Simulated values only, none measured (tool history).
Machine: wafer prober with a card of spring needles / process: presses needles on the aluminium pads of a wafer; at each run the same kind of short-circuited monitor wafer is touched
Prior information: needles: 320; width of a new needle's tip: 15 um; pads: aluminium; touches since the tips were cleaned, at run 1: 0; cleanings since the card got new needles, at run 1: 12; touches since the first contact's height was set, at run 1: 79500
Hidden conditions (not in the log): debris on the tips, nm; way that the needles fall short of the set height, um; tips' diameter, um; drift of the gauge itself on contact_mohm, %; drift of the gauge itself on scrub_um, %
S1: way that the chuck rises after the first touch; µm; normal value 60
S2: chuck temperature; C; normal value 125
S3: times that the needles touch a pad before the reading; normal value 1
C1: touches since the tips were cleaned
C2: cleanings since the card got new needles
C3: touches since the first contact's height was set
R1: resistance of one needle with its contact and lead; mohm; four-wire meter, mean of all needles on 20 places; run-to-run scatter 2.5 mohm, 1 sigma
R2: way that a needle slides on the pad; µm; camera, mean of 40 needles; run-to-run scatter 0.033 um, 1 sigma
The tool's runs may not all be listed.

Run 1, hour 0: usual settings; C1 0; C2 12; C3 79500. Result: R1 299 mohm, R2 14.54 µm.
Run 2, hour 9: usual settings; C1 2503; C2 12; C3 82003. Result: R1 338 mohm, R2 14.54 µm.
At hour 16.1: height of the first contact set anew.
Run 3, hour 18.3: usual settings; C1 4992; C2 12; C3 618. Result: R1 350 mohm, R2 14.85 µm.
At hour 21.3: tips cleaned on abrasive film.
Run 4, hour 25.4: usual settings; C1 1141; C2 13; C3 2554. Result: R1 326 mohm, R2 14.81 µm.
Run 5, hour 33.2: usual settings but S2 94 C; C1 3306; C2 13; C3 4719. Result: R1 342 mohm, R2 14.89 µm.
Run 6, hour 39.5: usual settings but S1 46 µm; C1 5059; C2 13; C3 6472. Result: R1 384 mohm, R2 11.37 µm.
At hour 41.9: tips cleaned on abrasive film.
Run 7, hour 45.7: usual settings but S1 46 µm; C1 1044; C2 14; C3 8158. Result: R1 337 mohm, R2 11.38 µm.
Run 8, hour 51.8: usual settings but S3 2; C1 2762; C2 14; C3 9876. Result: R1 320 mohm, R2 14.82 µm.
Run 9, hour 60.5: usual settings; C1 5176; C2 14; C3 12290. Result: R1 347 mohm, R2 14.87 µm.
At hour 62.6: tips cleaned on abrasive film.
Run 10, hour 68: usual settings; C1 1497; C2 15; C3 14320. Result: R1 329 mohm, R2 14.84 µm.
Run 11, hour 73.8: usual settings; C1 3129; C2 15; C3 15952. Result: R1 345 mohm, R2 14.77 µm.
Run 12, hour 80.4: usual settings; C1 4955; C2 15; C3 17778. Result: R1 353 mohm, R2 14.84 µm.
At hour 83.5: tips cleaned on abrasive film.
Run 13, hour 84.8: usual settings; C1 371; C2 16; C3 18972. Result: R1 309 mohm, R2 14.71 µm.
Run 14, hour 91.7: usual settings; C1 2284; C2 16; C3 20885. Result: R1 334 mohm, R2 14.75 µm.
Run 15, hour 99.6: usual settings; C1 4473; C2 16; C3 23074. Result: R1 349 mohm, R2 14.77 µm.
At hour 104.5: tips cleaned on abrasive film.
Run 16, hour 108.8: usual settings but S1 62 µm; C1 1196; C2 17; C3 25589. Result: R1 320 mohm, R2 15.2 µm.
Run 17, hour 115.5: usual settings but S2 77 C; C1 3062; C2 17; C3 27455. Result: R1 335 mohm, R2 14.7 µm.
Run 18, hour 124.5: usual settings but S1 48 µm; C1 5571; C2 17; C3 29964. Result: R1 375 mohm, R2 11.78 µm.
At hour 125.3: tips cleaned on abrasive film.
Run 19, hour 131.6: usual settings but S1 44 µm, S3 3; C1 1760; C2 18; C3 31898. Result: R1 316 mohm, R2 10.72 µm.
Run 20, hour 139.9: usual settings but S1 70 µm, S2 29 C; C1 4057; C2 18; C3 34195. Result: R1 311 mohm, R2 17.21 µm.
At hour 146: tips cleaned on abrasive film.
Run 21, hour 148.6: usual settings but S1 70 µm, S2 29 C; C1 709; C2 19; C3 36577. Result: R1 283 mohm, R2 17.12 µm.
Run 22, hour 152.6: usual settings but S1 56 µm, S2 58 C; C1 1819; C2 19; C3 37687. Result: R1 324 mohm, R2 13.72 µm.
Run 23, hour 156.6: usual settings but S1 56 µm, S2 58 C; C1 2945; C2 19; C3 38813. Result: R1 335 mohm, R2 13.72 µm.
Run 24, hour 160.5: usual settings but S1 73 µm; C1 4034; C2 19; C3 39902. Result: R1 333 mohm, R2 17.92 µm.
At hour 167: tips cleaned on abrasive film.
Run 25, hour 167.8: usual settings but S1 64 µm, S2 61 C, S3 2; C1 200; C2 20; C3 41878. Result: R1 280 mohm, R2 15.61 µm.
Run 26, hour 171.4: usual settings but S1 48 µm, S2 29 C, S3 3; C1 1217; C2 20; C3 42895. Result: R1 285 mohm, R2 11.7 µm.
Run 27, hour 179.5: usual settings but S2 61 C; C1 3453; C2 20; C3 45131. Result: R1 329 mohm, R2 14.69 µm.
Run 28, hour 185.3: usual settings but S2 32 C; C1 5058; C2 20; C3 46736. Result: R1 331 mohm, R2 14.62 µm.
At hour 188.1: tips cleaned on abrasive film.
Run 29, hour 194.1: usual settings but S3 2; C1 1678; C2 21; C3 49168. Result: R1 316 mohm, R2 14.63 µm.
Run 30, hour 199.1: usual settings but S3 2; C1 3058; C2 21; C3 50548. Result: R1 323 mohm, R2 14.65 µm.
Run 31, hour 203.6: usual settings but S3 2; C1 4299; C2 21; C3 51789. Result: R1 325 mohm, R2 14.54 µm.
At hour 209.1: tips cleaned on abrasive film.
Run 32, hour 210.7: usual settings but S3 2; C1 442; C2 22; C3 53743. Result: R1 302 mohm, R2 14.56 µm.
Run 33, hour 215.3: usual settings but S1 78 µm, S2 25 C; C1 1716; C2 22; C3 55017. Result: R1 292 mohm, R2 19.06 µm.

For run 34, what comes out?
Run 34, hour 221.5: usual settings but S1 66 µm, S2 64 C; C1 3443; C2 22; C3 56744. Result: R1 ?, R2 ?.

Run 34 produced R1 324 mohm, R2 16.09 µm.
Without the tool's hidden state the same run would have given R1 270 mohm, R2 16.36 µm.
